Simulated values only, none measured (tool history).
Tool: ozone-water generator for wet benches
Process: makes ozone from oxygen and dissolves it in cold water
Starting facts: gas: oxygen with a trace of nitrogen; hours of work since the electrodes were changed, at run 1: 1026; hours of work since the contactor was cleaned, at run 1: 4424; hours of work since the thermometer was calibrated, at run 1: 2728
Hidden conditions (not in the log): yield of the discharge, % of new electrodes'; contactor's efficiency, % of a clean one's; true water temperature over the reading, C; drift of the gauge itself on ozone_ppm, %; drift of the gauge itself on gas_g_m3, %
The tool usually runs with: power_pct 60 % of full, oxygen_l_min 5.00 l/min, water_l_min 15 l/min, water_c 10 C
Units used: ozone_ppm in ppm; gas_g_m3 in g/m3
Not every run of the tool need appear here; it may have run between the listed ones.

run     day  power_pct  oxygen_l_min  water_l_min  water_c  hours of work since the electrodes were changed  hours of work since the contactor was cleaned  hours of work since the thermometer was calibrated  ozone_ppm  gas_g_m3
  1   0.000         60          5.00           15       10                                             1026                                           4424                                                2728       23.9     181.7
  2   2.388         60          5.00           15       10                                             1082                                           4480                                                2784       24.2     181.0
  3   5.071         60          5.00           15       10                                             1144                                           4542                                                2846       24.0     181.5
  4   7.333         60          5.00           15       14                                             1197                                           4595                                                2899       22.6     182.0
  5   9.146         60          5.00           15       14                                             1239                                           4637                                                2941       22.6     180.0
  6  10.688         60          5.00           15       14                                             1275                                           4673                                                2977       22.8     179.3
  7  12.821         60          5.00           15       14                                             1325                                           4723                                                3027       22.6     180.7
  8  15.175         60          5.00           15       14                                             1379                                           4778                                                3082       22.6     179.1
  9  17.254         60          5.00           15       14                                             1428                                           4826                                                3130       22.6     179.1
 10  18.825         60          5.00           15       10                                             1464                                           4862                                                3167       24.2     178.4
 11  21.408         60          5.00           15       10                                             1525                                           4923                                                3227       24.1     178.5
 12  24.204         60          5.00           15       10                                             1590                                           4988                                                3292       24.2     178.7
     25.354  -- gauge calibrated
 13  25.500         60          5.00           15       17                                             1620                                           5018                                                3322       21.6     183.3
 14  27.421         60          5.00           15       17                                             1665                                           5063                                                3367       21.5     183.8
 15  30.054         60          5.00           15       17                                             1726                                           5124                                                3428       21.7     183.0
 16  32.138         60          5.00           15       17                                             1774                                           5173                                                3477       21.4     179.9
 17  34.133         60          5.00           15       17                                             1821                                           5219                                                3523       21.6     181.5
 18  36.754         73          5.00           15       15                                             1882                                           5280                                                3584       25.6     207.3
 19  39.483         60          2.74           13        5                                             1946                                           5344                                                3648       28.9     264.7
 20  41.962         60          2.74           13        5                                             2003                                           5401                                                3705       29.7     262.9
 21  43.821         72          2.74           13       13                                             2047                                           5445                                                3749       30.5     301.6
 22  45.325         47          5.00           15       10                                             2081                                           5480                                                3784       20.2     150.5
 23  47.683         42          3.84           12        8                                             2136                                           5534                                                3838       23.7     163.7
     49.425  -- water thermometer calibrated
 24  49.425         56          2.76           12        7                                             2177                                           5575                                                   0       28.9     250.7
 25  52.196         60          5.54           11       18                                             2241                                           5639                                                  65       25.5     165.5
 26  53.846         60          5.54           11       18                                             2279                                           5677                                                 103       25.1     166.9
 27  56.108         60          5.80           11       16                                             2332                                           5730                                                 156       26.1     160.5
 28  58.504         42          4.30           15       14                                             2388                                           5786                                                 211       18.0     151.2
 29  59.746         42          8.39           15       14                                             2417                                           5815                                                 240       16.0      98.5
 30  61.012         60          3.26           15       17                                             2446                                           5844                                                 270       22.5     229.1
 31  62.738         60          3.26           15       17                                             2486                                           5885                                                 310       22.9     231.7
 32  64.892         74          5.00           22        5                                             2537                                           5935                                                 360       21.7     202.6

Take each entry between the runs: how does the hidden state at the last listed run before it differ from the hidden state at the first listed run after it?
Runs 12 to 13: gauge calibrated (day 25.354)
  drift of the gauge itself on gas_g_m3, %: -2.82 -> -0.02
  measured value less the no-hidden-state value, gas_g_m3: -5.3 -> -0.1 g/m3
Runs 23 to 24: water thermometer calibrated (day 49.425)
  drift of the gauge itself on gas_g_m3, %: -2.6 -> -2.8
  measured value less the no-hidden-state value, gas_g_m3: -4.4 -> -7.3 g/m3
